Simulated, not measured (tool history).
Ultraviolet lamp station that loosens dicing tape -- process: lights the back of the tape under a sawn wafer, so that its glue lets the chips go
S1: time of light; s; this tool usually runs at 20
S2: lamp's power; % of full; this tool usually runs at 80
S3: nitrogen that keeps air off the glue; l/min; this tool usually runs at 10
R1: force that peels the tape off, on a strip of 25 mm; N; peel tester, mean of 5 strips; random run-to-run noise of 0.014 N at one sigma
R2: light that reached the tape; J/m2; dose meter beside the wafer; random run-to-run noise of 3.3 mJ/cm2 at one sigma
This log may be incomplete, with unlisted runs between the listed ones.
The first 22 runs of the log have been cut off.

{"run": 23, "hour": 187.5, "S1": 34, "S2": 64, "S3": 6, "R1": 0.533, "R2": 7190}
{"run": 24, "hour": 197.4, "S1": 34, "S2": 64, "S3": 6, "R1": 0.549, "R2": 7170}
{"run": 25, "hour": 206.8, "S1": 30, "S2": 75, "S3": 7, "R1": 0.47, "R2": 7370}
{"run": 26, "hour": 216.1, "S1": 25, "S2": 80, "S3": 10, "R1": 0.466, "R2": 6570}
{"run": 27, "hour": 227.5, "S1": 20, "S2": 65, "S3": 4, "R1": 1.327, "R2": 4270}
{"run": 28, "hour": 237.9, "S1": 22, "S2": 72, "S3": 10, "R1": 0.678, "R2": 5180}
{"run": 29, "hour": 246.9, "S1": 20, "S2": 80, "S3": 11, "R1": 0.606, "R2": 5240}
{"run": 30, "hour": 254.4, "S1": 34, "S2": 64, "S3": 4, "R1": 0.672, "R2": 7140}
{"run": 31, "hour": 262.6, "S1": 31, "S2": 84, "S3": 10, "R1": 0.333, "R2": 8570}
{"run": 32, "hour": 273.0, "S1": 31, "S2": 84, "S3": 10, "R1": 0.325, "R2": 8590}
{"run": 33, "hour": 277.8, "S1": 20, "S2": 62, "S3": 12, "R1": 0.862, "R2": 4020}
{"run": 34, "hour": 283.4, "S1": 36, "S2": 73, "S3": 10, "R1": 0.328, "R2": 8630}
{"run": 35, "hour": 288.3, "S1": 36, "S2": 73, "S3": 10, "R1": 0.321, "R2": 8590}
{"run": 36, "hour": 298.7, "S1": 36, "S2": 67, "S3": 11, "R1": 0.354, "R2": 7930}
{"run": 37, "hour": 308.7, "S1": 19, "S2": 80, "S3": 8, "R1": 0.775, "R2": 5000}
{"run": 38, "hour": 319.2, "S1": 19, "S2": 80, "S3": 8, "R1": 0.753, "R2": 4960}
{"run": 39, "hour": 330.3, "S1": 13, "S2": 71, "S3": 4, "R1": 1.82, "R2": 3040}
{"run": 40, "hour": 335.4, "S1": 13, "S2": 71, "S3": 4, "R1": 1.824, "R2": 3020}

Each row is a separate what-if for the run after 40, all from the same tool condition, not one after another. Results?
{"run": "A", "hour": 345.0, "S1": 14, "S2": 69, "S3": 4, "R1": "?", "R2": "?"}
{"run": "B", "hour": 345.0, "S1": 22, "S2": 77, "S3": 3, "R1": "?", "R2": "?"}
{"run": "C", "hour": 345.0, "S1": 20, "S2": 80, "S3": 3, "R1": "?", "R2": "?"}

run=A R1=1.706 R2=3160
run=B R1=1.075 R2=5590
run=C R1=1.202 R2=5250
Without the tool's unlogged condition, the same runs would have read:
run=A R1=1.704 R2=3160
run=B R1=1.074 R2=5600
run=C R1=1.201 R2=5260

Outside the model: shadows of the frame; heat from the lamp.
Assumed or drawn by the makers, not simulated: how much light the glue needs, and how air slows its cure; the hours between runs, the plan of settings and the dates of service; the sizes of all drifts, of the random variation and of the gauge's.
